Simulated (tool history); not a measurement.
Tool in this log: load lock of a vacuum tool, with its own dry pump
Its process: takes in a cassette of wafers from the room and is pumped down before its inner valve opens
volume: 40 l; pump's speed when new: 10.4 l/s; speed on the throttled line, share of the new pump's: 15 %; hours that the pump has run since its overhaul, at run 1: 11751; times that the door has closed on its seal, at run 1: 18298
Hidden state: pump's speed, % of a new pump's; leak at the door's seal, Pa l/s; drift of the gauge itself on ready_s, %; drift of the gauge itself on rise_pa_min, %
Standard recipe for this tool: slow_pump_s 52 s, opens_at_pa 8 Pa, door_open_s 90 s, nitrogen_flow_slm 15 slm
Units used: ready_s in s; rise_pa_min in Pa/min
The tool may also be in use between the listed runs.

run    hour  slow_pump_s  opens_at_pa  door_open_s  nitrogen_flow_slm  hours that the pump has run since its overhaul  times that the door has closed on its seal  incoming humidity of the room's air, %  ready_s  rise_pa_min
  1       0           52            8           90                 15                                           11751                                       18298                                    44.1     83.9        0.098
  2   151.3           52            8           90                  8                                           11903                                       18818                                    41.9     83.6        0.105
  3   318.1           52            8           90                  8                                           12069                                       19391                                      44     82.6        0.112
  4   424.1           52            8           90                  8                                           12176                                       19755                                    48.4     83.2        0.119
  5   557.3           52            8           90                 15                                           12309                                       20212                                    42.1     83.6        0.108
  6     700           52            8           52                 15                                           12451                                       20703                                    42.3     83.6        0.106
  7   862.4           52            8           52                 15                                           12614                                       21261                                    48.3     83.3        0.113
  8   934.3           52            8          212                 15                                           12686                                       21508                                    43.6     83.7        0.129
  9  1090.4           27            8          212                 15                                           12842                                       22044                                      46     62.4        0.137
     1111.9  -- dry pump taken out, an overhauled one fitted
 10  1241.3           27            8          212                 15                                             129                                       22542                                    42.9     60.1        0.137
 11  1359.4           27            8          212                 15                                             248                                       22947                                    43.3     60.3        0.141
 12  1514.1           27            8          212                 15                                             402                                       23479                                    45.4     60.8        0.141
 13  1668.4           27            8          212                 15                                             557                                       24009                                    44.2       60        0.145
 14    1786           27            8          212                 15                                             674                                       24413                                    44.7     60.2        0.149
 15  1908.7           52            8           90                 15                                             797                                       24834                                    41.8     80.9        0.133
 16  2031.3           52            8           90                 15                                             919                                       25255                                    43.4     81.4        0.141
 17  2153.8           52            8           90                 15                                            1042                                       25676                                    46.9     81.7         0.14
 18  2265.7           52            8           90                 15                                            1154                                       26061                                    46.6     81.7        0.149
 19  2400.3           52            8           90                  7                                            1288                                       26523                                    44.5     80.6         0.15
 20  2525.8           34            9           90                 15                                            1414                                       26954                                    46.4     65.7        0.145
 21  2598.5           43            8           90                 15                                            1487                                       27204                                    41.4     72.8        0.151
 22  2761.5           27            9           39                 15                                            1650                                       27764                                    47.3     59.9        0.144
 23  2897.9           27            9           39                 15                                            1786                                       28233                                    44.1     60.2        0.155
 24  3016.7           52            6          137                 15                                            1905                                       28640                                    46.4     83.1        0.162
 25  3159.6           34           11          137                 16                                            2048                                       29131                                      44     65.2        0.167
 26  3246.7           69           13           26                 43                                            2135                                       29431                                    47.4     94.4        0.147
 27  3367.4           69           13           26                  6                                            2255                                       29845                                    45.8     94.2         0.16
 28  3507.1           69            7           26                  6                                            2395                                       30325                                    45.5     96.8        0.163
 29  3608.8           64           11           53                 15                                            2497                                       30675                                    45.9     91.2        0.166
 30  3732.5           92           11           53                 30                                            2621                                       31099                                    44.3    114.9        0.165
 31    3900           68            7           53                 23                                            2788                                       31675                                    44.9     96.1        0.173
 32  3993.7           68            7           53                 23                                            2882                                       31997                                    47.1       96        0.176
 33  4124.6           68            7           53                 23                                            3013                                       32447                                    44.9     95.9         0.17
 34  4223.9           68            7           53                 23                                            3112                                       32788                                    46.3     96.9        0.175
 35  4316.3           60           14           40                 10                                            3204                                       33105                                    44.6     87.1        0.185
 36  4470.5           45            7           40                 10                                            3359                                       33635                                    43.1       77        0.187
 37  4627.5           52            6          138                 41                                            3516                                       34174                                    45.2     83.5        0.192
 38  4732.9           52           10          138                  6                                            3621                                       34536                                    47.5     80.7        0.219

Each run again, without the hidden state but with its own random variation kept:
run  ready_s  rise_pa_min
  1     81.5        0.028
  2     81.1        0.031
  3     80.2        0.036
  4     80.8        0.041
  5       81        0.027
  6     80.9        0.023
  7     80.6        0.025
  8     81.1        0.042
  9     59.4        0.047
 10     59.8        0.042
 11       60        0.045
 12     60.4        0.043
 13     59.6        0.045
 14     59.7        0.045
 15     80.5        0.027
 16       81         0.03
 17     81.2         0.03
 18     81.3        0.036
 19       80        0.035
 20     65.1        0.025
 21     72.2        0.031
 22     59.2        0.019
 23     59.5        0.027
 24     82.3        0.034
 25     64.4        0.034
 26     93.8        0.011
 27     93.5        0.022
 28       96        0.023
 29     90.5        0.022
 30    114.3        0.018
 31     95.3         0.02
 32     95.1        0.023
 33       95        0.016
 34       96        0.019
 35     86.2        0.023
 36     75.9        0.021
 37     82.3        0.024
 38     79.6         0.05

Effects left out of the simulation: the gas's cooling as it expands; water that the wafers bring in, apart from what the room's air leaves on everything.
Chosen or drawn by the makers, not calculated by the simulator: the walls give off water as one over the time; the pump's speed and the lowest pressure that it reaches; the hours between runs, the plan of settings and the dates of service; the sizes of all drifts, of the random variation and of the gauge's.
